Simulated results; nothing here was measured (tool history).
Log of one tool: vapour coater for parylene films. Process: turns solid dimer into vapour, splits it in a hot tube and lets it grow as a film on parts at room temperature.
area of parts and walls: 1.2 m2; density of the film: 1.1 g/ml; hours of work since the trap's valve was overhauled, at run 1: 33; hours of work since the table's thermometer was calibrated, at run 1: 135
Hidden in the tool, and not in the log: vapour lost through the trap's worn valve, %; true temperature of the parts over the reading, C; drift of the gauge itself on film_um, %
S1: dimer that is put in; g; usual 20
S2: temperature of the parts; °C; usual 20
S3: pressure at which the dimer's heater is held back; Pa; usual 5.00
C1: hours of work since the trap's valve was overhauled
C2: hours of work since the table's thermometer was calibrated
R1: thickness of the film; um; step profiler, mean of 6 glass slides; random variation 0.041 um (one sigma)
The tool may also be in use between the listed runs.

run,hour,S1,S2,S3,C1,C2,R1
1,0.0,20,20,5.00,33,135,7.62
2,20.3,20,20,5.00,44,147,7.64
3,36.8,20,20,5.00,53,156,7.59
4,46.7,20,20,5.00,59,161,7.47
5,62.3,20,20,5.00,68,170,7.69
# hour 64.2: table's thermometer calibrated
6,78.5,20,20,5.00,76,8,7.61
7,99.4,24,17,5.00,88,20,10.43
8,110.7,26,17,2.93,94,26,12.58

Forecast run 9:
9,119.1,20,20,6.92,99,31,?

Run 9 gave R1 7.11 um.
Without the tool's hidden state the same run would have given R1 7.11 um.
